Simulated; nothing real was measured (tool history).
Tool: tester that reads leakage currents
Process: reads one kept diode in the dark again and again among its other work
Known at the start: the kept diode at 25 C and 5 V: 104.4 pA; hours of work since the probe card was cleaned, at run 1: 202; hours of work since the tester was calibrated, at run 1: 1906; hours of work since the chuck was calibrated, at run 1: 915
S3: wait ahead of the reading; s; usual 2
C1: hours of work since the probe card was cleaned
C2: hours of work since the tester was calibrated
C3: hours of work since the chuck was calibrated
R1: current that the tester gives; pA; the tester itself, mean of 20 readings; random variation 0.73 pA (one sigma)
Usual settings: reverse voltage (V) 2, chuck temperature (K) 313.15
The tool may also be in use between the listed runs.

run 1 day=0 | reverse_voltage_(V)=2 chuck_temperature_(K)=313.15 S3=2 | C1=202 C2=1906 C3=915 | R1=241.46
run 2 day=1.529 | reverse_voltage_(V)=3.83 chuck_temperature_(K)=313.15 S3=2 | C1=228 C2=1932 C3=941 | R1=355.24
run 3 day=4.333 | reverse_voltage_(V)=3.83 chuck_temperature_(K)=313.15 S3=2 | C1=275 C2=1980 C3=989 | R1=356.52
run 4 day=7.188 | reverse_voltage_(V)=3.83 chuck_temperature_(K)=313.15 S3=2 | C1=324 C2=2028 C3=1037 | R1=357.78
run 5 day=10.2 | reverse_voltage_(V)=3.83 chuck_temperature_(K)=313.15 S3=2 | C1=375 C2=2079 C3=1088 | R1=356.52
run 6 day=13.158 | reverse_voltage_(V)=2 chuck_temperature_(K)=313.15 S3=2 | C1=425 C2=2129 C3=1139 | R1=241.17
run 7 day=16.142 | reverse_voltage_(V)=2 chuck_temperature_(K)=313.15 S3=2 | C1=476 C2=2180 C3=1189 | R1=241.65
run 8 day=18.404 | reverse_voltage_(V)=2 chuck_temperature_(K)=313.15 S3=2 | C1=514 C2=2219 C3=1228 | R1=240.98
run 9 day=20.3 | reverse_voltage_(V)=1.48 chuck_temperature_(K)=313.15 S3=2 | C1=547 C2=2251 C3=1260 | R1=201.85
run 10 day=23.246 | reverse_voltage_(V)=1.48 chuck_temperature_(K)=313.15 S3=2 | C1=597 C2=2301 C3=1310 | R1=201.49
run 11 day=26.058 | reverse_voltage_(V)=1.48 chuck_temperature_(K)=313.15 S3=2 | C1=645 C2=2349 C3=1358 | R1=201.45
run 12 day=28.854 | reverse_voltage_(V)=2 chuck_temperature_(K)=298.15 S3=2 | C1=692 C2=2396 C3=1405 | R1=61.05
-- day=31.438 chuck's temperature calibrated
run 13 day=31.454 | reverse_voltage_(V)=2 chuck_temperature_(K)=313.15 S3=2 | C1=735 C2=2439 C3=0 | R1=242.33
run 14 day=34.125 | reverse_voltage_(V)=2 chuck_temperature_(K)=313.15 S3=2 | C1=780 C2=2484 C3=46 | R1=241.04
run 15 day=36.267 | reverse_voltage_(V)=2 chuck_temperature_(K)=313.15 S3=2 | C1=817 C2=2521 C3=82 | R1=241.55
run 16 day=38.617 | reverse_voltage_(V)=2 chuck_temperature_(K)=313.15 S3=2 | C1=857 C2=2561 C3=122 | R1=241.54
run 17 day=40.367 | reverse_voltage_(V)=2 chuck_temperature_(K)=313.15 S3=2 | C1=886 C2=2590 C3=152 | R1=239.73
run 18 day=42.367 | reverse_voltage_(V)=2 chuck_temperature_(K)=313.15 S3=2 | C1=920 C2=2624 C3=186 | R1=241.39
run 19 day=45.442 | reverse_voltage_(V)=2.07 chuck_temperature_(K)=308.15 S3=2.22 | C1=973 C2=2677 C3=238 | R1=158.06
run 20 day=47.333 | reverse_voltage_(V)=9.22 chuck_temperature_(K)=300.15 S3=1.8 | C1=1005 C2=2709 C3=270 | R1=184.79
run 21 day=50.704 | reverse_voltage_(V)=9.22 chuck_temperature_(K)=300.15 S3=1.8 | C1=1062 C2=2766 C3=327 | R1=184.88
run 22 day=52.662 | reverse_voltage_(V)=4.93 chuck_temperature_(K)=313.15 S3=0.32 | C1=1095 C2=2799 C3=361 | R1=417.23
run 23 day=54.383 | reverse_voltage_(V)=9.09 chuck_temperature_(K)=313.15 S3=0.34 | C1=1124 C2=2829 C3=390 | R1=600.48
run 24 day=56.683 | reverse_voltage_(V)=8.32 chuck_temperature_(K)=313.15 S3=2 | C1=1164 C2=2868 C3=429 | R1=563.89
run 25 day=59.079 | reverse_voltage_(V)=2.36 chuck_temperature_(K)=301.15 S3=0.89 | C1=1204 C2=2908 C3=470 | R1=90.04
run 26 day=62.308 | reverse_voltage_(V)=1.27 chuck_temperature_(K)=311.15 S3=3.01 | C1=1259 C2=2963 C3=525 | R1=154.57
run 27 day=63.908 | reverse_voltage_(V)=1.27 chuck_temperature_(K)=311.15 S3=3.01 | C1=1286 C2=2991 C3=552 | R1=154.48
run 28 day=65.404 | reverse_voltage_(V)=2.83 chuck_temperature_(K)=312.15 S3=3.73 | C1=1312 C2=3016 C3=577 | R1=273.19
run 29 day=67.296 | reverse_voltage_(V)=2 chuck_temperature_(K)=294.15 S3=0.91 | C1=1344 C2=3048 C3=609 | R1=41.74
run 30 day=70.083 | reverse_voltage_(V)=2 chuck_temperature_(K)=294.15 S3=0.4 | C1=1391 C2=3095 C3=657 | R1=42.66
run 31 day=72.058 | reverse_voltage_(V)=2 chuck_temperature_(K)=294.15 S3=0.4 | C1=1425 C2=3129 C3=690 | R1=42.81
run 32 day=74.262 | reverse_voltage_(V)=2 chuck_temperature_(K)=294.15 S3=0.4 | C1=1462 C2=3166 C3=728 | R1=42.89
run 33 day=77.092 | reverse_voltage_(V)=4.43 chuck_temperature_(K)=313.15 S3=2 | C1=1510 C2=3215 C3=776 | R1=389.59
run 34 day=80.517 | reverse_voltage_(V)=18.89 chuck_temperature_(K)=313.15 S3=7.16 | C1=1569 C2=3273 C3=834 | R1=918.41
run 35 day=82.338 | reverse_voltage_(V)=10.34 chuck_temperature_(K)=307.15 S3=2 | C1=1600 C2=3304 C3=865 | R1=375.09

Hidden state at the last listed run before each entry between runs and at the first one after, where it differs:
Between runs 12 and 13: chuck's temperature calibrated (day 31.438)
  true chuck temperature over the reading, C: 0.01 -> 0

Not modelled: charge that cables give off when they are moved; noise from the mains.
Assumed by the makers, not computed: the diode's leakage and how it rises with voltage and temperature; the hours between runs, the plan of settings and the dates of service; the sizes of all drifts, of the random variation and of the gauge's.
